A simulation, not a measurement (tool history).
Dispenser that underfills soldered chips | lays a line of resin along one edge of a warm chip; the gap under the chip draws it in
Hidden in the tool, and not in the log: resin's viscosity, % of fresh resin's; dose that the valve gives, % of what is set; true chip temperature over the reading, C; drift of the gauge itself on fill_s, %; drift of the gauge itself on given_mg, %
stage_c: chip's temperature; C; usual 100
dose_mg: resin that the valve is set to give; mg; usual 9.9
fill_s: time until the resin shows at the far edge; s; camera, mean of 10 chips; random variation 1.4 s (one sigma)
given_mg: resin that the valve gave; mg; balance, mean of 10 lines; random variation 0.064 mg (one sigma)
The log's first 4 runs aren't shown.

run,hour,stage_c,dose_mg,hours of work since the syringe was changed,hours of work since the valve was cleaned,hours of work since the stage was calibrated,fill_s,given_mg
# hour 26.6: new syringe of resin
5,28.6,100,9.9,2,51,154,153.7,9.5
6,38.1,100,9.9,9,58,161,250.2,9.44
# hour 42: new syringe of resin
7,45.5,100,9.9,3,64,167,167.7,9.44
8,53.2,100,9.9,9,70,173,246.1,9.29
# hour 57.1: new syringe of resin
9,62.2,100,9.9,4,77,180,179.2,9.33
10,69.1,100,9.9,10,82,185,251.5,9.08
# hour 72.3: new syringe of resin
11,77.1,103,9.9,4,88,191,159.7,9.08
12,81.5,103,9.9,7,92,195,201.2,9.07
# hour 87.1: new syringe of resin
13,89,103,9.9,2,98,200,138.4,9.2
14,97.6,103,9.9,8,104,207,212.3,9.15
# hour 102.2: new syringe of resin
15,105.7,103,10.78,3,111,213,154.6,9.75
16,112.7,102,9.9,8,116,219,233.3,9.04
# hour 117.1: new syringe of resin
17,120.6,102,9.9,3,122,225,159.4,8.87
18,127.1,102,9.9,8,127,230,217.3,8.76
# hour 132.1: new syringe of resin
19,133.6,110,10.01,1,132,235,104.1,8.97
20,143.1,110,10.01,9,140,242,172.6,8.84
# hour 146.9: new syringe of resin
21,150.5,100,11.59,3,145,248,169.3,10.13
# hour 155.2: dispensing valve cleaned and set on the balance
22,160.7,109,11.54,10,4,255,185.5,11.51
# hour 163.4: new syringe of resin
23,169.8,87,9.23,5,11,262,344.8,9.19
24,174.8,87,9.23,9,15,266,447.8,9.15
# hour 178.8: new syringe of resin
25,182.1,88,9.3,3,21,272,279.1,9.24
26,192.3,114,10.4,11,29,280,160.9,10.15
# hour 193.6: new syringe of resin
27,198.4,107,10.88,4,33,284,141.1,10.7
28,203.4,98,8.5,8,37,288,263.3,8.34
# hour 208.4: new syringe of resin
29,212.9,109,9.9,4,45,296,132.1,9.6

Run 30 comes next. What will it give?
30,220.2,109,10.21,9,50,301,?,?

Run 30 gave fill_s 185.3 s, given_mg 9.86 mg.
Without the tool's hidden state the same run would have given fill_s 93.6 s, given_mg 10.26 mg.
